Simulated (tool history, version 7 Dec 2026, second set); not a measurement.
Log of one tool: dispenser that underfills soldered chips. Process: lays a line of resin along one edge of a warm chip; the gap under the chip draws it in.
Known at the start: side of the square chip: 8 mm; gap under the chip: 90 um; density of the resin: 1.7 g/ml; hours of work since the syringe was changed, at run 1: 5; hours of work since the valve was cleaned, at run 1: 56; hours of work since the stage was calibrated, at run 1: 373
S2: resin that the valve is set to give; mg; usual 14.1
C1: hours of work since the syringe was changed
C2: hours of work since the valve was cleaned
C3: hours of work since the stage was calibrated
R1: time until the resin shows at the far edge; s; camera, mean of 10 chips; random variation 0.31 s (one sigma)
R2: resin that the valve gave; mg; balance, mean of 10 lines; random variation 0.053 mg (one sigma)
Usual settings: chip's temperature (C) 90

run 1 day=0 | chip's_temperature_(C)=90 S2=14.1 | C1=5 C2=56 C3=373 | R1=10.7 R2=13.68
-- day=0.054 new syringe of resin
-- day=0.346 new syringe of resin
run 2 day=0.346 | chip's_temperature_(C)=92 S2=14.1 | C1=0 C2=62 C3=380 | R1=7.3 R2=13.71
-- day=0.654 new syringe of resin
-- day=0.962 new syringe of resin
run 3 day=0.992 | chip's_temperature_(C)=90 S2=13.6 | C1=1 C2=74 C3=391 | R1=8 R2=13.12
-- day=1.304 new syringe of resin
run 4 day=1.404 | chip's_temperature_(C)=90 S2=13.6 | C1=2 C2=82 C3=399 | R1=9.3 R2=13.13
-- day=1.612 new syringe of resin
run 5 day=1.842 | chip's_temperature_(C)=90 S2=13.6 | C1=4 C2=90 C3=407 | R1=10.3 R2=13.1
-- day=1.95 new syringe of resin
-- day=2.275 new syringe of resin
run 6 day=2.329 | chip's_temperature_(C)=90 S2=13.6 | C1=1 C2=99 C3=416 | R1=8.3 R2=13.07
-- day=2.592 new syringe of resin
-- day=2.879 new syringe of resin
run 7 day=3.004 | chip's_temperature_(C)=76 S2=14.1 | C1=2 C2=111 C3=428 | R1=14.5 R2=13.56
-- day=3.171 new syringe of resin
-- day=3.475 new syringe of resin
run 8 day=3.483 | chip's_temperature_(C)=76 S2=14.1 | C1=0 C2=120 C3=437 | R1=12.9 R2=13.44
-- day=3.762 new syringe of resin
-- day=4.079 new syringe of resin
-- day=4.183 dispensing valve cleaned and set on the balance
run 9 day=4.2 | chip's_temperature_(C)=90 S2=12.9 | C1=2 C2=0 C3=449 | R1=8.6 R2=12.85
-- day=4.425 new syringe of resin
-- day=4.754 new syringe of resin
run 10 day=4.767 | chip's_temperature_(C)=90 S2=12.9 | C1=0 C2=11 C3=460 | R1=8.3 R2=12.82
-- day=5.046 new syringe of resin
run 11 day=5.104 | chip's_temperature_(C)=90 S2=12.9 | C1=1 C2=17 C3=466 | R1=7.9 R2=12.88
-- day=5.367 new syringe of resin
-- day=5.7 new syringe of resin
run 12 day=5.767 | chip's_temperature_(C)=90 S2=12.3 | C1=1 C2=29 C3=478 | R1=8.4 R2=12.09
-- day=5.996 new syringe of resin
-- day=6.3 new syringe of resin
run 13 day=6.417 | chip's_temperature_(C)=90 S2=12.3 | C1=2 C2=41 C3=490 | R1=9.7 R2=12.11
-- day=6.596 new syringe of resin
run 14 day=6.862 | chip's_temperature_(C)=90 S2=14.1 | C1=5 C2=49 C3=498 | R1=11.3 R2=13.75
-- day=6.929 new syringe of resin
-- day=7.267 new syringe of resin
run 15 day=7.35 | chip's_temperature_(C)=90 S2=14.1 | C1=2 C2=58 C3=507 | R1=8.1 R2=13.69
-- day=7.6 new syringe of resin
run 16 day=7.871 | chip's_temperature_(C)=90 S2=14.1 | C1=5 C2=68 C3=517 | R1=11.4 R2=13.62
-- day=7.938 new syringe of resin
-- day=8.233 new syringe of resin
run 17 day=8.5 | chip's_temperature_(C)=77 S2=15.2 | C1=5 C2=79 C3=528 | R1=16.6 R2=14.69
-- day=8.542 new syringe of resin
-- day=8.862 new syringe of resin
-- day=9.171 new syringe of resin
run 18 day=9.171 | chip's_temperature_(C)=87 S2=17.7 | C1=0 C2=91 C3=540 | R1=7.5 R2=17.01
-- day=9.483 new syringe of resin
run 19 day=9.483 | chip's_temperature_(C)=101 S2=14.4 | C1=0 C2=97 C3=546 | R1=5.6 R2=13.87
-- day=9.8 new syringe of resin
run 20 day=9.829 | chip's_temperature_(C)=77 S2=16.5 | C1=1 C2=103 C3=552 | R1=11.8 R2=15.81
-- day=10.129 new syringe of resin
run 21 day=10.183 | chip's_temperature_(C)=77 S2=16.5 | C1=1 C2=110 C3=559 | R1=12.4 R2=15.68
-- day=10.417 new syringe of resin
run 22 day=10.596 | chip's_temperature_(C)=77 S2=16.5 | C1=3 C2=118 C3=567 | R1=14.2 R2=15.47
-- day=10.704 new syringe of resin
-- day=11.025 new syringe of resin
run 23 day=11.046 | chip's_temperature_(C)=84 S2=16.5 | C1=0 C2=126 C3=575 | R1=9.9 R2=15.52
-- day=11.333 new syringe of resin
-- day=11.375 dispensing valve cleaned and set on the balance
run 24 day=11.504 | chip's_temperature_(C)=81 S2=13.8 | C1=2 C2=2 C3=582 | R1=12.1 R2=13.77
-- day=11.675 new syringe of resin
-- day=11.967 new syringe of resin
run 25 day=12.046 | chip's_temperature_(C)=80 S2=14.1 | C1=1 C2=12 C3=592 | R1=11.5 R2=14.17
-- day=12.283 new syringe of resin
-- day=12.583 new syringe of resin
-- day=12.662 stage's temperature calibrated
run 26 day=12.738 | chip's_temperature_(C)=80 S2=14.1 | C1=2 C2=24 C3=1 | R1=13.1 R2=13.98
-- day=12.967 new syringe of resin
-- day=13.3 new syringe of resin
run 27 day=13.412 | chip's_temperature_(C)=93 S2=14.1 | C1=2 C2=37 C3=14 | R1=8.8 R2=13.91
-- day=13.6 new syringe of resin
-- day=13.896 new syringe of resin
run 28 day=14.033 | chip's_temperature_(C)=93 S2=14.1 | C1=3 C2=48 C3=25 | R1=9 R2=13.89
-- day=14.208 new syringe of resin
-- day=14.5 new syringe of resin
run 29 day=14.671 | chip's_temperature_(C)=93 S2=14.1 | C1=3 C2=60 C3=37 | R1=9.4 R2=13.82
-- day=14.808 new syringe of resin
-- day=15.125 new syringe of resin
run 30 day=15.129 | chip's_temperature_(C)=88 S2=16.5 | C1=0 C2=68 C3=45 | R1=8.9 R2=16.1
-- day=15.454 new syringe of resin
run 31 day=15.488 | chip's_temperature_(C)=76 S2=14.5 | C1=1 C2=74 C3=52 | R1=13.8 R2=14.04
-- day=15.758 new syringe of resin
-- day=16.067 new syringe of resin
run 32 day=16.067 | chip's_temperature_(C)=76 S2=14.5 | C1=0 C2=85 C3=62 | R1=13.2 R2=14.03

Forecast each of these 3 alternatives for the next run:
-- day=16.404 new syringe of resin
run A day=16.629 | chip's_temperature_(C)=80 S2=14.1 | C1=4 C2=95 C3=73 | R1=? R2=?
-- day=16.404 new syringe of resin
run B day=16.629 | chip's_temperature_(C)=85 S2=13.7 | C1=4 C2=95 C3=73 | R1=? R2=?
-- day=16.404 new syringe of resin
run C day=16.629 | chip's_temperature_(C)=87 S2=15.4 | C1=4 C2=95 C3=73 | R1=? R2=?

run=A R1=14.2 R2=13.62
run=B R1=13.4 R2=13.22
run=C R1=12.1 R2=14.79
Without the tool's hidden state the same runs would have given:
run=A R1=10.9 R2=14.17
run=B R1=10.4 R2=13.76
run=C R1=9.4 R2=15.39
